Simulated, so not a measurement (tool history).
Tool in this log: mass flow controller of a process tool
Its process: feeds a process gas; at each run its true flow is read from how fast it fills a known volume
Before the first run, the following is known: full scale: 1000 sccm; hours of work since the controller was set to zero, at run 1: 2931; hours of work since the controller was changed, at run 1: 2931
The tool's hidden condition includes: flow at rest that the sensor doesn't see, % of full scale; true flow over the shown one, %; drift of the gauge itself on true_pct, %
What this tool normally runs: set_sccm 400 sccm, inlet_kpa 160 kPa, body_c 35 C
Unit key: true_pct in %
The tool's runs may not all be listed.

run    hour  set_sccm  inlet_kpa  body_c  hours of work since the controller was set to zero  hours of work since the controller was changed  true_pct
  1       0       400        160      35                                                2931                                            2931     102.9
  2     109       501        160      35                                                3006                                            3006     102.7
  3   241.7       501        160      35                                                3097                                            3097    102.66
  4   360.9       501        160      35                                                3179                                            3179    102.79
  5   558.1       501        160      35                                                3314                                            3314     102.9
  6   772.6       501        160      35                                                3461                                            3461    102.94
  7   906.8       501        160      35                                                3553                                            3553    103.11
  8  1033.9       400        262      35                                                3640                                            3640    103.21
  9  1218.8       400        262      35                                                3767                                            3767    103.46
 10  1475.4       400        262      35                                                3943                                            3943    103.51
 11  1602.1       400        160      35                                                4030                                            4030    104.06
 12  1783.4       400        160      35                                                4154                                            4154    104.09
     2043.5  -- controller's zero set anew
 13  2043.5       400        160      33                                                   0                                            4333    105.21
 14  2252.2       400        160      33                                                 143                                            4476     105.4
 15  2512.7       131        160      35                                                 322                                            4654    115.26
 16  2685.8       131        160      35                                                 441                                            4773    115.59
 17  2942.4       400        160      34                                                 616                                            4949    106.06
 18  3123.5       279        161      34                                                 741                                            5073    108.01
 19  3350.7       870        159      32                                                 896                                            5229     103.8
     3426.9  -- controller's zero set anew, once more
 20  3475.1       400        152      33                                                  33                                            5314    101.02
 21  3643.9       642        160      35                                                 149                                            5430    101.49
 22  3807.2       400        270      20                                                 261                                            5542     99.43
 23    4002       400        270      20                                                 394                                            5675      99.7
 24    4129       110        246      30                                                 482                                            5762    101.56
 25    4292       624        180      27                                                 593                                            5874    100.96
 26  4407.9       624        180      27                                                 673                                            5954    100.96
 27  4563.8       203        159      35                                                 780                                            6061     102.1
 28  4723.5       400        232      21                                                 889                                            6170    100.28
 29  4978.7       807        206      21                                                1064                                            6345    100.52
 30  5163.1       807        206      21                                                1191                                            6472    100.71

Table of differences, measured result less the result of that run with no hidden state. Run-to-run variation is the same in both. Gauge scatter possibly is not:
run  true_pct
  1      +2.6
  2     +2.18
  3     +2.25
  4     +2.32
  5     +2.43
  6     +2.53
  7      +2.6
  8     +3.25
  9     +3.37
 10     +3.53
 11     +3.62
 12     +3.74
 13     +5.06
 14     +5.19
 15    +15.19
 16    +15.46
 17     +5.64
 18     +7.94
 19     +3.07
 20     +0.79
 21     +0.83
 22        +1
 23     +1.14
 24     +2.33
 25     +1.14
 26     +1.18
 27     +2.11
 28      +1.6
 29     +1.34
 30     +1.41
